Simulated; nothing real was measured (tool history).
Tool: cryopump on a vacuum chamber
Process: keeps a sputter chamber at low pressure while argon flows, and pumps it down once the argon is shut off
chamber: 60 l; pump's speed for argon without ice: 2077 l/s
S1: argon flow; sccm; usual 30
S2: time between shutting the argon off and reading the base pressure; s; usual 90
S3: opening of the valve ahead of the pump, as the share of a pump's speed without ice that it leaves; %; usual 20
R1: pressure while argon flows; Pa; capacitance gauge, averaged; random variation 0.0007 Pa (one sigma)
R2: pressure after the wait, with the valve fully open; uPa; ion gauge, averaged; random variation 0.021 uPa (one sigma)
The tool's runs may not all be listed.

{"run": 1, "day": 0.0, "S1": 30, "S2": 90, "S3": 20, "R1": 0.1244, "R2": 0.63}
{"run": 2, "day": 0.904, "S1": 30, "S2": 90, "S3": 20, "R1": 0.1245, "R2": 0.63}
{"run": 3, "day": 1.817, "S1": 30, "S2": 90, "S3": 25, "R1": 0.0995, "R2": 0.57}
{"run": 4, "day": 2.829, "S1": 30, "S2": 90, "S3": 25, "R1": 0.0996, "R2": 0.64}
{"run": 5, "day": 4.0, "S1": 30, "S2": 90, "S3": 25, "R1": 0.0999, "R2": 0.63}
{"run": 6, "day": 4.808, "S1": 30, "S2": 90, "S3": 30, "R1": 0.0836, "R2": 0.67}
{"run": 7, "day": 5.642, "S1": 30, "S2": 90, "S3": 30, "R1": 0.0845, "R2": 0.64}
{"run": 8, "day": 6.138, "S1": 30, "S2": 90, "S3": 20, "R1": 0.1242, "R2": 0.66}
{"run": 9, "day": 6.671, "S1": 30, "S2": 54, "S3": 33, "R1": 0.0766, "R2": 0.76}
{"run": 10, "day": 7.321, "S1": 30, "S2": 54, "S3": 33, "R1": 0.0763, "R2": 0.78}
{"run": 11, "day": 8.188, "S1": 40, "S2": 44, "S3": 20, "R1": 0.1672, "R2": 0.84}
{"run": 12, "day": 9.054, "S1": 40, "S2": 44, "S3": 20, "R1": 0.1658, "R2": 0.87}
{"run": 13, "day": 9.838, "S1": 40, "S2": 44, "S3": 20, "R1": 0.1658, "R2": 0.85}
{"run": 14, "day": 10.646, "S1": 40, "S2": 44, "S3": 20, "R1": 0.1673, "R2": 0.88}
{"run": 15, "day": 11.592, "S1": 30, "S2": 127, "S3": 58, "R1": 0.0451, "R2": 0.62}

Forecast each of these 5 alternatives for the next run:
{"run": "A", "day": 12.183, "S1": 48, "S2": 179, "S3": 45, "R1": "?", "R2": "?"}
{"run": "B", "day": 12.183, "S1": 22, "S2": 90, "S3": 16, "R1": "?", "R2": "?"}
{"run": "C", "day": 12.183, "S1": 30, "S2": 127, "S3": 37, "R1": "?", "R2": "?"}
{"run": "D", "day": 12.183, "S1": 23, "S2": 127, "S3": 58, "R1": "?", "R2": "?"}
{"run": "E", "day": 12.183, "S1": 30, "S2": 102, "S3": 42, "R1": "?", "R2": "?"}

run=A R1=0.0916 R2=0.6
run=B R1=0.114 R2=0.71
run=C R1=0.0677 R2=0.62
run=D R1=0.0351 R2=0.61
run=E R1=0.0607 R2=0.68
Without the tool's hidden state the same runs would have given:
run=A R1=0.0872 R2=0.25
run=B R1=0.112 R2=0.36
run=C R1=0.0649 R2=0.27
run=D R1=0.033 R2=0.27
run=E R1=0.0579 R2=0.34
